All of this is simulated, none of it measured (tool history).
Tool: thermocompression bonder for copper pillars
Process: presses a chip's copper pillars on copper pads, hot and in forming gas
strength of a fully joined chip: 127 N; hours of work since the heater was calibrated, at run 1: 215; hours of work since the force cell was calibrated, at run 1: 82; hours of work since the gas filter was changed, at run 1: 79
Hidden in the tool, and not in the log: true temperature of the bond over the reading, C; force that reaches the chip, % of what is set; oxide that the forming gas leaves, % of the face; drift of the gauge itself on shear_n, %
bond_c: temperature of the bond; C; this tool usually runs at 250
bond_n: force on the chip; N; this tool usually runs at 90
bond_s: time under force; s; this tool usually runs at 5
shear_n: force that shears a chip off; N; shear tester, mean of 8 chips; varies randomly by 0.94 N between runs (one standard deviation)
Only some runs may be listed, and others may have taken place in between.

run   hour  bond_c  bond_n  bond_s  hours of work since the heater was calibrated  hours of work since the force cell was calibrated  hours of work since the gas filter was changed  shear_n
  1      0     250      90       5                                            215                                                 82                                              79     74.4
  2      9     250      90       5                                            219                                                 86                                              82     75.4
  3     27     250      90       5                                            227                                                 94                                              90     74.2
  4   37.1     250      90       5                                            231                                                 98                                              94     74.1
  5   46.2     250      90       5                                            235                                                102                                              98     72.8
  6   62.3     250      90       9                                            242                                                109                                             105     84.7
  7   70.8     250      90       8                                            245                                                112                                             108       84
  8   84.9     250      90       8                                            251                                                118                                             114     83.3
  9  101.7     250      90       5                                            258                                                125                                             121       72
 10  111.4     250      90       5                                            262                                                129                                             125     72.1
 11  127.5     250      90       8                                            269                                                136                                             132     83.5
     136.6  -- forming gas filter changed
 12  139.7     250      90       8                                            274                                                141                                               1       91
 13  154.8     250      90       8                                            280                                                147                                               8     91.3
 14    169     250      90       8                                            286                                                153                                              14     91.1
 15  181.1     250      90       8                                            291                                                158                                              19       91
 16  189.9     254      90       5                                            295                                                162                                              22       83
 17  199.5     254      90       5                                            299                                                166                                              26       82
 18  213.3     254      90       5                                            305                                                172                                              32     82.1
 19  224.5     250      90       5                                            309                                                176                                              37     76.3
 20    242     250      67       5                                            317                                                184                                              44     68.2
 21  250.9     250      67       5                                            320                                                187                                              48     66.8
 22  266.9     260      67       9                                            327                                                194                                              55     86.7
 23  285.3     260      67       3                                            335                                                202                                              62     61.8
 24  296.3     237      87       9                                            339                                                206                                              67     78.7
 25  313.6     237      87       9                                            347                                                214                                              74     77.6
 26  326.2     223     109       3                                            352                                                219                                              79       52
 27  334.8     248      92       3                                            355                                                222                                              83     63.1
 28    345     248      69      14                                            360                                                227                                              87     86.4
 29  359.6     230     110      14                                            366                                                233                                              93       89
 30  378.6     244      89      13                                            374                                                241                                             101     89.1
 31  394.2     244      89      13                                            380                                                247                                             108     89.4
 32  410.3     244      89      13                                            387                                                254                                             115     86.5
 33  420.2     246      69      13                                            391                                                258                                             119     80.4
 34  432.7     223      62       4                                            397                                                264                                             124     39.2
 35  443.9     226      90       5                                            401                                                268                                             129     55.3
 36  456.7     226      83       5                                            407                                                274                                             134     53.7
     460.7  -- forming gas filter changed
 37  467.1     226      83       5                                            411                                                278                                               3     60.2
 38  476.8     247      98       5                                            415                                                282                                               7     81.3
 39  494.5     247      98       5                                            422                                                289                                              14     82.7

Results per run with the tool's hidden condition removed, run-to-run variation unchanged:
run  shear_n
  1     77.9
  2     79.2
  3     78.5
  4     78.7
  5     77.5
  6     91.1
  7     90.5
  8     90.3
  9     78.3
 10     78.8
 11     91.9
 12     89.5
 13     90.3
 14     90.4
 15     90.7
 16     82.8
 17     82.1
 18     82.7
 19     77.1
 20     69.1
 21     67.9
 22     89.2
 23     63.5
 24     81.4
 25     80.9
 26       54
 27     66.1
 28     91.5
 29     94.8
 30     95.8
 31     96.7
 32     94.2
 33     87.6
 34     42.3
 35     60.1
 36     58.6
 37     58.1
 38     79.4
 39     81.4

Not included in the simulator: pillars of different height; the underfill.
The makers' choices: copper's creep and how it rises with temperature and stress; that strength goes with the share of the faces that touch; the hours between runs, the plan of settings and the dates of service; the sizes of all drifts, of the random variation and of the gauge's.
